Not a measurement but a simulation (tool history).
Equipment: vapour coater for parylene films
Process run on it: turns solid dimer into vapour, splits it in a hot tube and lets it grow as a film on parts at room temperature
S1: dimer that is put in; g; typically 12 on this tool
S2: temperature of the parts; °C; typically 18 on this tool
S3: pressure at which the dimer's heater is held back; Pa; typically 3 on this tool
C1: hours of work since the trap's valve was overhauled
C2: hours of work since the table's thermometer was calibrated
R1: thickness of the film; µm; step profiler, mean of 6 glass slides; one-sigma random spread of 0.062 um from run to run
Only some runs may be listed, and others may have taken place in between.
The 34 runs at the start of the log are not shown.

Run 35, day 64.712: usual settings but S1 8 g, S2 24 °C; C1 520; C2 367. Result: R1 3.47 µm.
Run 36, day 66.958: usual settings but S1 6 g, S2 22 °C, S3 6.68 Pa; C1 566; C2 413. Result: R1 2.36 µm.
Run 37, day 69.679: usual settings but S1 22 g, S2 15 °C, S3 8.87 Pa; C1 622; C2 469. Result: R1 11.13 µm.
At day 72.529: trap's valve overhauled.
Run 38, day 72.529: usual settings but S1 22 g, S2 15 °C, S3 8.87 Pa; C1 0; C2 525. Result: R1 12.2 µm.
Run 39, day 75.196: usual settings but S1 22 g, S2 15 °C, S3 8.87 Pa; C1 55; C2 579. Result: R1 11.97 µm.
Run 40, day 77.129: usual settings but S1 22 g, S2 15 °C, S3 8.87 Pa; C1 95; C2 619. Result: R1 11.8 µm.
Run 41, day 79.275: usual settings but S1 11 g, S2 14 °C, S3 8.74 Pa; C1 139; C2 663. Result: R1 6.18 µm.
Run 42, day 81.792: usual settings but S2 19 °C; C1 191; C2 715. Result: R1 6.76 µm.
Run 43, day 83.6: usual settings but S3 6.35 Pa; C1 228; C2 753. Result: R1 5.99 µm.
Run 44, day 85.362: usual settings but S2 17 °C; C1 264; C2 789. Result: R1 7.3 µm.
Run 45, day 86.538: usual settings but S1 22 g, S2 17 °C, S3 3.02 Pa; C1 289; C2 813. Result: R1 13.37 µm.
Run 46, day 88.1: usual settings but S1 9 g, S2 17 °C, S3 2.7 Pa; C1 321; C2 845. Result: R1 5.54 µm.

Forecast each of these 5 alternatives for the next run:
Run A, day 90.633: usual settings but S1 15 g; C1 373; C2 897. Result: R1 ?.
Run B, day 90.633: usual settings but S1 8 g, S2 28 °C, S3 4.28 Pa; C1 373; C2 897. Result: R1 ?.
Run C, day 90.633: usual settings but S1 20 g, S2 19 °C, S3 5.89 Pa; C1 373; C2 897. Result: R1 ?.
Run D, day 90.633: usual settings but S1 9 g, S2 22 °C, S3 2.7 Pa; C1 373; C2 897. Result: R1 ?.
Run E, day 90.633: usual settings but S1 21 g, S2 17 °C; C1 373; C2 897. Result: R1 ?.

run     R1
  A   8.46
  B   2.64
  C   9.35
  D   4.41
  E  12.58
The same runs, with their run-to-run variation unchanged, on a tool lacking any hidden condition would have given:
run     R1
  A   9.52
  B   2.98
  C  10.52
  D   4.95
  E  14.15
